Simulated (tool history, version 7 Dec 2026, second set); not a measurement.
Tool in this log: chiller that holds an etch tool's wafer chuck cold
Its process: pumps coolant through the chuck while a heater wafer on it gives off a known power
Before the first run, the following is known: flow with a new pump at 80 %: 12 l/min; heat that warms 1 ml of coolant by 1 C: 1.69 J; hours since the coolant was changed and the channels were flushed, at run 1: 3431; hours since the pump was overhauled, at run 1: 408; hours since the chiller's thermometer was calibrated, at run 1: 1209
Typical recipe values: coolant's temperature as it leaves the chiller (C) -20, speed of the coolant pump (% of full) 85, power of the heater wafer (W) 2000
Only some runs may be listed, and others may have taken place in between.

| run | hour | coolant's temperature as it leaves the chiller (C) | speed of the coolant pump (% of full) | power of the heater wafer (W) | hours since the coolant was changed and the channels were flushed | hours since the pump was overhauled | hours since the chiller's thermometer was calibrated | chuck's temperature once it has settled (C) | how much warmer the coolant comes back (C) |
|---|---|---|---|---|---|---|---|---|---|
| 1 | 0 | -20 | 85 | 2000 | 3431 | 408 | 1209 | -3.5 | 5.55 |
| 2 | 20.6 | -20 | 85 | 2000 | 3451 | 428 | 1230 | -3.4 | 5.57 |
| 3 | 46.5 | -20 | 85 | 2000 | 3477 | 454 | 1256 | -3.5 | 5.63 |
| 4 | 60.9 | -26 | 85 | 2000 | 3492 | 469 | 1270 | -9.3 | 5.59 |
| 5 | 89.5 | -20 | 85 | 2000 | 3520 | 497 | 1299 | -3.5 | 5.56 |
| 6 | 112.7 | -20 | 85 | 2000 | 3544 | 520 | 1322 | -3.4 | 5.68 |
| 7 | 126.3 | -20 | 85 | 2000 | 3557 | 534 | 1336 | -3.3 | 5.61 |
| 8 | 154.2 | -20 | 85 | 2000 | 3585 | 562 | 1363 | -3.4 | 5.7 |
| 9 | 182.6 | -20 | 85 | 2000 | 3614 | 590 | 1392 | -3.2 | 5.65 |
| 10 | 199.5 | -20 | 85 | 2000 | 3630 | 607 | 1409 | -3.3 | 5.62 |
| 11 | 228.9 | -20 | 85 | 1229 | 3660 | 637 | 1438 | -9.6 | 3.46 |
| 12 | 257.1 | -20 | 85 | 1229 | 3688 | 665 | 1466 | -9.6 | 3.44 |
| 13 | 275.8 | -20 | 85 | 1229 | 3707 | 683 | 1485 | -9.6 | 3.46 |
| 14 | 293.9 | -20 | 85 | 1229 | 3725 | 702 | 1503 | -9.6 | 3.49 |
| 15 | 315 | -14 | 77 | 2176 | 3746 | 723 | 1524 | 5.4 | 6.81 |
| 16 | 334.1 | -29 | 69 | 2176 | 3765 | 742 | 1543 | -8.4 | 7.71 |
| 17 | 351.7 | -28 | 79 | 2466 | 3783 | 759 | 1561 | -6.4 | 7.55 |
| 18 | 381.5 | -28 | 62 | 1484 | 3812 | 789 | 1591 | -12.8 | 5.97 |
| 19 | 395.1 | -20 | 74 | 2490 | 3826 | 803 | 1604 | 2.8 | 8.13 |
| 20 | 421.2 | -20 | 85 | 2512 | 3852 | 829 | 1630 | 1 | 7.1 |
| 21 | 441.1 | -20 | 85 | 2512 | 3872 | 849 | 1650 | 1.1 | 7.09 |
| 22 | 459.3 | -20 | 85 | 1806 | 3890 | 867 | 1668 | -4.7 | 5.08 |
| 23 | 472.9 | -20 | 85 | 1806 | 3904 | 881 | 1682 | -4.7 | 5.12 |
| 24 | 494.3 | -15 | 81 | 2088 | 3925 | 902 | 1703 | 3.2 | 6.24 |
| 25 | 519.5 | -16 | 96 | 2500 | 3950 | 927 | 1729 | 3.6 | 6.15 |
| 26 | 539.6 | -16 | 96 | 2500 | 3971 | 947 | 1749 | 3.7 | 6.19 |
| 27 | 559.1 | -16 | 96 | 2500 | 3990 | 967 | 1768 | 3.6 | 6.18 |
| 28 | 573 | -16 | 96 | 2500 | 4004 | 981 | 1782 | 3.5 | 6.16 |

Here are 4 independent what-if runs from the current tool condition. What would each one return?
| A | 598.8 | -18 | 81 | 2678 | 4030 | 1007 | 1808 | ? | ? |
| B | 598.8 | -16 | 74 | 2500 | 4030 | 1007 | 1808 | ? | ? |
| C | 598.8 | -16 | 66 | 2500 | 4030 | 1007 | 1808 | ? | ? |
| D | 598.8 | -17 | 85 | 1669 | 4030 | 1007 | 1808 | ? | ? |

| run | chuck's temperature once it has settled (C) | how much warmer the coolant comes back (C) |
|---|---|---|
| A | 5.3 | 8.03 |
| B | 6.9 | 8.29 |
| C | 8.9 | 9.44 |
| D | -2.7 | 4.73 |
Without the tool's hidden state the same runs would have given:
| run | chuck's temperature once it has settled (C) | how much warmer the coolant comes back (C) |
|---|---|---|
| A | 2.4 | 7.86 |
| B | 4 | 8.11 |
| C | 5.9 | 9.24 |
| D | -4.6 | 4.63 |

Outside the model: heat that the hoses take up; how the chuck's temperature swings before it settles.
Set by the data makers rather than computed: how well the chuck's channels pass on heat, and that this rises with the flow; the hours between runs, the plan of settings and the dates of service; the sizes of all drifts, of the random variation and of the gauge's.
